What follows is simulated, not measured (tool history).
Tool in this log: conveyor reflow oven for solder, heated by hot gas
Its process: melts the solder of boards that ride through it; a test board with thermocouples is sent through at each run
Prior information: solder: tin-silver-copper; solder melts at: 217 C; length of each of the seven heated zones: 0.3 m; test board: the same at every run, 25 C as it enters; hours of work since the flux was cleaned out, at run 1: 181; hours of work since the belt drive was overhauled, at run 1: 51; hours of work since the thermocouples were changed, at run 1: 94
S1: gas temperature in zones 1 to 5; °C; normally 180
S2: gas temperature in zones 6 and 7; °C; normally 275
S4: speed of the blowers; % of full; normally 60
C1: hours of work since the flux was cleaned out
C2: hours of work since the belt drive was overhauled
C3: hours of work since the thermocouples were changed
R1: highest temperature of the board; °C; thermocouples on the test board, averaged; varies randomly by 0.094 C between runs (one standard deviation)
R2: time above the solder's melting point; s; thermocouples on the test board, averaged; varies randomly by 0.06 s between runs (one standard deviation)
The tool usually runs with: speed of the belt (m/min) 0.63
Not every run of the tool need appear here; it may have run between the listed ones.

run 1 day=0 | S1=180 S2=275 speed_of_the_belt_(m/min)=0.63 S4=60 | C1=181 C2=51 C3=94 | R1=256.95 R2=46.51
run 2 day=2.292 | S1=180 S2=275 speed_of_the_belt_(m/min)=0.63 S4=60 | C1=207 C2=77 C3=120 | R1=257.13 R2=46.5
-- day=3.183 flux residue cleaned out of gas plates and filters
run 3 day=4.204 | S1=180 S2=275 speed_of_the_belt_(m/min)=0.63 S4=60 | C1=12 C2=96 C3=139 | R1=257.02 R2=46.39
run 4 day=5.833 | S1=180 S2=275 speed_of_the_belt_(m/min)=0.63 S4=60 | C1=30 C2=114 C3=158 | R1=257.16 R2=46.45
run 5 day=8.412 | S1=180 S2=275 speed_of_the_belt_(m/min)=0.63 S4=60 | C1=59 C2=143 C3=187 | R1=257.12 R2=46.59
run 6 day=10.825 | S1=180 S2=275 speed_of_the_belt_(m/min)=0.63 S4=64 | C1=86 C2=171 C3=214 | R1=257.99 R2=46.89
run 7 day=12.742 | S1=180 S2=275 speed_of_the_belt_(m/min)=0.63 S4=64 | C1=108 C2=192 C3=236 | R1=257.8 R2=46.91
run 8 day=15.433 | S1=180 S2=275 speed_of_the_belt_(m/min)=0.63 S4=64 | C1=138 C2=223 C3=266 | R1=257.87 R2=47
run 9 day=17.612 | S1=189 S2=275 speed_of_the_belt_(m/min)=0.63 S4=60 | C1=163 C2=247 C3=291 | R1=258.81 R2=49.99
run 10 day=19.183 | S1=189 S2=275 speed_of_the_belt_(m/min)=0.63 S4=60 | C1=181 C2=265 C3=308 | R1=258.77 R2=50.07
run 11 day=20.95 | S1=189 S2=275 speed_of_the_belt_(m/min)=0.63 S4=60 | C1=201 C2=285 C3=328 | R1=258.91 R2=50.13
-- day=22.425 flux residue cleaned out of gas plates and filters
run 12 day=23.175 | S1=189 S2=275 speed_of_the_belt_(m/min)=0.63 S4=60 | C1=8 C2=308 C3=351 | R1=259.05 R2=50.1
run 13 day=25.854 | S1=180 S2=275 speed_of_the_belt_(m/min)=0.716 S4=60 | C1=39 C2=338 C3=381 | R1=252.45 R2=38
run 14 day=28.296 | S1=180 S2=275 speed_of_the_belt_(m/min)=0.716 S4=60 | C1=66 C2=366 C3=409 | R1=252.39 R2=38.04
run 15 day=30.258 | S1=180 S2=275 speed_of_the_belt_(m/min)=0.716 S4=60 | C1=88 C2=388 C3=431 | R1=252.28 R2=37.97
run 16 day=32.596 | S1=180 S2=279 speed_of_the_belt_(m/min)=0.716 S4=68 | C1=115 C2=414 C3=457 | R1=257.5 R2=40.7
run 17 day=33.808 | S1=180 S2=279 speed_of_the_belt_(m/min)=0.549 S4=80 | C1=128 C2=428 C3=471 | R1=267.86 R2=59.08
run 18 day=36.579 | S1=180 S2=279 speed_of_the_belt_(m/min)=0.711 S4=67 | C1=160 C2=459 C3=502 | R1=257.51 R2=41.04
run 19 day=38.25 | S1=165 S2=275 speed_of_the_belt_(m/min)=0.756 S4=60 | C1=179 C2=478 C3=521 | R1=246.43 R2=29.16
run 20 day=39.962 | S1=180 S2=275 speed_of_the_belt_(m/min)=0.515 S4=76 | C1=198 C2=497 C3=541 | R1=265.15 R2=62.22
-- day=41.588 flux residue cleaned out of gas plates and filters
run 21 day=42.233 | S1=184 S2=281 speed_of_the_belt_(m/min)=0.656 S4=87 | C1=7 C2=520 C3=564 | R1=266.14 R2=49.62
run 22 day=44.296 | S1=184 S2=281 speed_of_the_belt_(m/min)=0.656 S4=87 | C1=31 C2=544 C3=587 | R1=266.32 R2=49.56
run 23 day=45.483 | S1=184 S2=281 speed_of_the_belt_(m/min)=0.656 S4=87 | C1=44 C2=557 C3=601 | R1=266 R2=49.6
run 24 day=47.942 | S1=180 S2=275 speed_of_the_belt_(m/min)=0.695 S4=60 | C1=72 C2=585 C3=628 | R1=253.58 R2=39.96
run 25 day=50.7 | S1=194 S2=280 speed_of_the_belt_(m/min)=0.59 S4=64 | C1=103 C2=616 C3=659 | R1=266.51 R2=58.63
run 26 day=52.008 | S1=180 S2=275 speed_of_the_belt_(m/min)=0.589 S4=62 | C1=118 C2=631 C3=674 | R1=259.78 R2=51.31
run 27 day=53.988 | S1=176 S2=274 speed_of_the_belt_(m/min)=0.58 S4=72 | C1=140 C2=653 C3=697 | R1=260.32 R2=51.46
run 28 day=55.596 | S1=180 S2=269 speed_of_the_belt_(m/min)=0.509 S4=53 | C1=158 C2=671 C3=715 | R1=256.88 R2=58.51
run 29 day=57.15 | S1=180 S2=269 speed_of_the_belt_(m/min)=0.509 S4=53 | C1=176 C2=689 C3=732 | R1=256.85 R2=58.58

Here are 5 independent what-if runs from the current tool condition. What would each one return?
run A day=59.438 | S1=180 S2=275 speed_of_the_belt_(m/min)=0.733 S4=60 | C1=201 C2=715 C3=758 | R1=? R2=?
run B day=59.438 | S1=180 S2=269 speed_of_the_belt_(m/min)=0.509 S4=65 | C1=201 C2=715 C3=758 | R1=? R2=?
run C day=59.438 | S1=180 S2=275 speed_of_the_belt_(m/min)=0.671 S4=60 | C1=201 C2=715 C3=758 | R1=? R2=?
run D day=59.438 | S1=180 S2=274 speed_of_the_belt_(m/min)=0.63 S4=53 | C1=201 C2=715 C3=758 | R1=? R2=?
run E day=59.438 | S1=169 S2=283 speed_of_the_belt_(m/min)=0.509 S4=79 | C1=201 C2=715 C3=758 | R1=? R2=?

run=A R1=251.54 R2=36.47
run=B R1=258.71 R2=59.84
run=C R1=255.06 R2=42.17
run=D R1=254.8 R2=45.13
run=E R1=272.26 R2=62.54
Without the tool's unlogged condition, the same runs would have read:
run=A R1=251.59 R2=36.47
run=B R1=258.75 R2=59.83
run=C R1=255.1 R2=42.17
run=D R1=254.84 R2=45.13
run=E R1=272.3 R2=62.52

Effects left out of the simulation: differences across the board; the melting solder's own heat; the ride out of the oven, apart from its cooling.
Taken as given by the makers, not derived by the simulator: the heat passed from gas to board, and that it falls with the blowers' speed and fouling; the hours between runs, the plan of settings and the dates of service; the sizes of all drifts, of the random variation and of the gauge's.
